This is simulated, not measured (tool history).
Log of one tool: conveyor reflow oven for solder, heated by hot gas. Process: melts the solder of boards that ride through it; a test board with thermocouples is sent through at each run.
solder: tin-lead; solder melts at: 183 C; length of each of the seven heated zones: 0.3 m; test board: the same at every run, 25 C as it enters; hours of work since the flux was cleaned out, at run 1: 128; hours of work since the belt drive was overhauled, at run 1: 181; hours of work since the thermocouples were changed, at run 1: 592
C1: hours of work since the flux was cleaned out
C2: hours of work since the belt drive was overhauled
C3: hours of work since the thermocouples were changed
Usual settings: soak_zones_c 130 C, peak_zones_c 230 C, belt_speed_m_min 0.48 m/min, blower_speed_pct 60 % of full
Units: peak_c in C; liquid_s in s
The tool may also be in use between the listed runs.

Run 1, day 0: usual settings; C1 128; C2 181; C3 592. Result: peak_c 210.1 C, liquid_s 44.9 s.
Run 2, day 0.546: usual settings; C1 136; C2 189; C3 600. Result: peak_c 208.8 C, liquid_s 44.9 s.
Run 3, day 0.812: usual settings; C1 140; C2 193; C3 604. Result: peak_c 208.9 C, liquid_s 46.2 s.
Run 4, day 1.121: usual settings; C1 145; C2 197; C3 608. Result: peak_c 209.3 C, liquid_s 44.9 s.
At day 1.746: flux residue cleaned out of gas plates and filters.
Run 5, day 1.746: usual settings; C1 0; C2 203; C3 614. Result: peak_c 210.3 C, liquid_s 46.9 s.
Run 6, day 2.233: usual settings; C1 7; C2 211; C3 621. Result: peak_c 210.3 C, liquid_s 47.3 s.
Run 7, day 2.5: usual settings but soak_zones_c 122 C; C1 11; C2 214; C3 625. Result: peak_c 208.5 C, liquid_s 42.5 s.
Run 8, day 2.992: usual settings but belt_speed_m_min 0.493 m/min; C1 18; C2 221; C3 632. Result: peak_c 209 C, liquid_s 44.7 s.
Run 9, day 3.371: usual settings but belt_speed_m_min 0.493 m/min; C1 23; C2 227; C3 638. Result: peak_c 209.3 C, liquid_s 44 s.
Run 10, day 3.842: usual settings but belt_speed_m_min 0.493 m/min; C1 30; C2 234; C3 644. Result: peak_c 209.5 C, liquid_s 43.9 s.
Run 11, day 4.121: usual settings but soak_zones_c 142 C, belt_speed_m_min 0.418 m/min, blower_speed_pct 75 % of full; C1 34; C2 238; C3 648. Result: peak_c 220.9 C, liquid_s 69.9 s.
Run 12, day 4.6: usual settings but soak_zones_c 134 C, peak_zones_c 233 C; C1 41; C2 245; C3 655. Result: peak_c 213.3 C, liquid_s 51.4 s.
Run 13, day 5.029: usual settings but soak_zones_c 133 C, belt_speed_m_min 0.44 m/min; C1 47; C2 251; C3 662. Result: peak_c 213.7 C, liquid_s 56.1 s.
Run 14, day 5.483: usual settings but soak_zones_c 133 C, belt_speed_m_min 0.44 m/min; C1 54; C2 257; C3 668. Result: peak_c 213.8 C, liquid_s 56.6 s.
Run 15, day 5.804: usual settings but soak_zones_c 133 C, belt_speed_m_min 0.53 m/min; C1 59; C2 262; C3 673. Result: peak_c 206.9 C, liquid_s 40 s.
Run 16, day 6.079: usual settings but soak_zones_c 142 C, peak_zones_c 225 C, belt_speed_m_min 0.554 m/min; C1 63; C2 266; C3 677. Result: peak_c 203.7 C, liquid_s 36.5 s.
Run 17, day 6.396: usual settings but peak_zones_c 228 C; C1 67; C2 271; C3 681. Result: peak_c 208.6 C, liquid_s 45.1 s.

5 ways to go on from here, each from the tool as it stands after run 17. What would each give?
Run A, day 6.9: usual settings but soak_zones_c 145 C, peak_zones_c 227 C, blower_speed_pct 75 % of full; C1 74; C2 278; C3 689. Result: peak_c ?, liquid_s ?.
Run B, day 6.9: usual settings but peak_zones_c 228 C, belt_speed_m_min 0.47 m/min; C1 74; C2 278; C3 689. Result: peak_c ?, liquid_s ?.
Run C, day 6.9: usual settings but belt_speed_m_min 0.443 m/min, blower_speed_pct 51 % of full; C1 74; C2 278; C3 689. Result: peak_c ?, liquid_s ?.
Run D, day 6.9: usual settings but soak_zones_c 117 C, peak_zones_c 220 C; C1 74; C2 278; C3 689. Result: peak_c ?, liquid_s ?.
Run E, day 6.9: usual settings but peak_zones_c 241 C, belt_speed_m_min 0.423 m/min, blower_speed_pct 50 % of full; C1 74; C2 278; C3 689. Result: peak_c ?, liquid_s ?.

run  peak_c  liquid_s
  A   215.1      58.7
  B   209.7      47.3
  C   209.2      50.1
  D   198.8      30.3
  E   220.1      61.7
Without the tool's hidden state the same runs would have given:
run  peak_c  liquid_s
  A   214.1      57.7
  B   208.8      46.1
  C   208.2      48.7
  D     198      29.1
  E   219.1      60.4

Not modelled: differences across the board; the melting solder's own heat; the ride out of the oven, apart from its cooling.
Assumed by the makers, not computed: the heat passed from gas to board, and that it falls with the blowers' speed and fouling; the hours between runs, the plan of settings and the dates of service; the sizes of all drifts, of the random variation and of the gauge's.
